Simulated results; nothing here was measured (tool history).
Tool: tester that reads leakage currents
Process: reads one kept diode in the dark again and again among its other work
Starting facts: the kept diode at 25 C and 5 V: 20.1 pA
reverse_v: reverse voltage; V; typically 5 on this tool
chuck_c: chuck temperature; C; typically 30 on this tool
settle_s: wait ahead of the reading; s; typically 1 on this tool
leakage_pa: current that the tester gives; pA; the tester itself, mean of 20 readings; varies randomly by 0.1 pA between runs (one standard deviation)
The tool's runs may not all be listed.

Run 1, hour 0: usual settings. Result: leakage_pa 32.52 pA.
At hour 196.9: chuck's temperature calibrated.
Run 2, hour 230.2: usual settings. Result: leakage_pa 36.63 pA.
Run 3, hour 345.8: usual settings but settle_s 4.28 s. Result: leakage_pa 35.95 pA.
Run 4, hour 497.1: usual settings but settle_s 4.28 s. Result: leakage_pa 35.59 pA.
Run 5, hour 746.6: usual settings but settle_s 4.28 s. Result: leakage_pa 35.31 pA.
Run 6, hour 948.4: usual settings but chuck_c 43 C. Result: leakage_pa 76.65 pA.
Run 7, hour 1074.5: usual settings but reverse_v 19.17 V, chuck_c 20 C, settle_s 0.34 s. Result: leakage_pa 61.32 pA.
At hour 1094.7: tester calibrated.
Run 8, hour 1306.9: usual settings but reverse_v 19.17 V, chuck_c 20 C, settle_s 0.46 s. Result: leakage_pa 60.44 pA.
Run 9, hour 1478.1: usual settings but reverse_v 19.17 V, chuck_c 20 C, settle_s 0.46 s. Result: leakage_pa 60.9 pA.
Run 10, hour 1702.5: usual settings but reverse_v 19.17 V, chuck_c 20 C, settle_s 0.46 s. Result: leakage_pa 62.44 pA.

Here are 5 independent what-if runs from the current tool condition. What would each one return?
Run A, hour 1848.8: usual settings but reverse_v 1.06 V, chuck_c 56 C, settle_s 0.64 s. Result: leakage_pa ?.
Run B, hour 1848.8: usual settings but reverse_v 6.76 V, chuck_c 52 C, settle_s 0.53 s. Result: leakage_pa ?.
Run C, hour 1848.8: usual settings but chuck_c 27 C, settle_s 0.3 s. Result: leakage_pa ?.
Run D, hour 1848.8: usual settings but reverse_v 1.69 V, settle_s 7.2 s. Result: leakage_pa ?.
Run E, hour 1848.8: usual settings but reverse_v 3.08 V, chuck_c 28 C, settle_s 4.28 s. Result: leakage_pa ?.

run  leakage_pa
  A       79.74
  B      143.06
  C       31.29
  D       18.61
  E       23.12
What these runs would have given with no unlogged condition in the tool:
run  leakage_pa
  A       92.37
  B      154.95
  C       25.94
  D       18.75
  E       20.95
